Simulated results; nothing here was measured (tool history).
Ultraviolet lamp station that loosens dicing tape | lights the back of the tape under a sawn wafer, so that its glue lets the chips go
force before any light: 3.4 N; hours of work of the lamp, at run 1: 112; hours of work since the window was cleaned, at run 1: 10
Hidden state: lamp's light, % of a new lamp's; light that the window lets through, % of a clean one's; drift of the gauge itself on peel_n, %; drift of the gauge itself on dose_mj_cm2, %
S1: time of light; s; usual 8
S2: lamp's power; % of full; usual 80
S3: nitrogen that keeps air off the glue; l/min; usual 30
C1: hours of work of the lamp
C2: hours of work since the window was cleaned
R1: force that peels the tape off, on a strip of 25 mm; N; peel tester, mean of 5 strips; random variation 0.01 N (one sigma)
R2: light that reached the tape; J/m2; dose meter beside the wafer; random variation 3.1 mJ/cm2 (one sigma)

{"run": 1, "hour": 0.0, "S1": 8, "S2": 80, "S3": 30, "C1": 112, "C2": 10, "R1": 0.477, "R2": 4580}
{"run": 2, "hour": 8.4, "S1": 8, "S2": 80, "S3": 59, "C1": 117, "C2": 15, "R1": 0.402, "R2": 4560}
{"run": 3, "hour": 14.6, "S1": 8, "S2": 80, "S3": 30, "C1": 120, "C2": 18, "R1": 0.458, "R2": 4530}
{"run": 4, "hour": 22.8, "S1": 8, "S2": 80, "S3": 21, "C1": 125, "C2": 23, "R1": 0.54, "R2": 4510}
{"run": 5, "hour": 27.7, "S1": 8, "S2": 80, "S3": 21, "C1": 128, "C2": 26, "R1": 0.565, "R2": 4450}
{"run": 6, "hour": 36.1, "S1": 8, "S2": 80, "S3": 21, "C1": 133, "C2": 31, "R1": 0.547, "R2": 4490}
{"run": 7, "hour": 44.1, "S1": 12, "S2": 80, "S3": 30, "C1": 138, "C2": 36, "R1": 0.265, "R2": 6690}
{"run": 8, "hour": 55.6, "S1": 8, "S2": 60, "S3": 30, "C1": 145, "C2": 43, "R1": 0.74, "R2": 3370}
{"run": 9, "hour": 64.1, "S1": 8, "S2": 60, "S3": 30, "C1": 150, "C2": 48, "R1": 0.728, "R2": 3310}
{"run": 10, "hour": 70.7, "S1": 6, "S2": 60, "S3": 30, "C1": 154, "C2": 52, "R1": 1.011, "R2": 2480}
{"run": 11, "hour": 81.6, "S1": 5, "S2": 93, "S3": 13, "C1": 160, "C2": 58, "R1": 0.966, "R2": 3200}
{"run": 12, "hour": 91.9, "S1": 5, "S2": 89, "S3": 30, "C1": 166, "C2": 64, "R1": 0.808, "R2": 3030}
{"run": 13, "hour": 99.8, "S1": 12, "S2": 76, "S3": 12, "C1": 171, "C2": 69, "R1": 0.405, "R2": 6220}
{"run": 14, "hour": 106.3, "S1": 12, "S2": 76, "S3": 12, "C1": 175, "C2": 73, "R1": 0.403, "R2": 6260}
{"run": 15, "hour": 116.2, "S1": 8, "S2": 74, "S3": 30, "C1": 181, "C2": 79, "R1": 0.57, "R2": 3970}
{"run": 16, "hour": 127.4, "S1": 11, "S2": 69, "S3": 24, "C1": 188, "C2": 86, "R1": 0.423, "R2": 5120}

4 ways to go on from here, each from the tool as it stands after run 16. What would each give?
{"run": "A", "hour": 137.6, "S1": 11, "S2": 64, "S3": 41, "C1": 194, "C2": 92, "R1": "?", "R2": "?"}
{"run": "B", "hour": 137.6, "S1": 5, "S2": 96, "S3": 38, "C1": 194, "C2": 92, "R1": "?", "R2": "?"}
{"run": "C", "hour": 137.6, "S1": 8, "S2": 80, "S3": 22, "C1": 194, "C2": 92, "R1": "?", "R2": "?"}
{"run": "D", "hour": 137.6, "S1": 11, "S2": 68, "S3": 24, "C1": 194, "C2": 92, "R1": "?", "R2": "?"}

run=A R1=0.410 R2=4730
run=B R1=0.740 R2=3200
run=C R1=0.560 R2=4280
run=D R1=0.422 R2=5040
Without the tool's hidden state the same runs would have given:
run=A R1=0.342 R2=5310
run=B R1=0.629 R2=3600
run=C R1=0.469 R2=4810
run=D R1=0.351 R2=5660
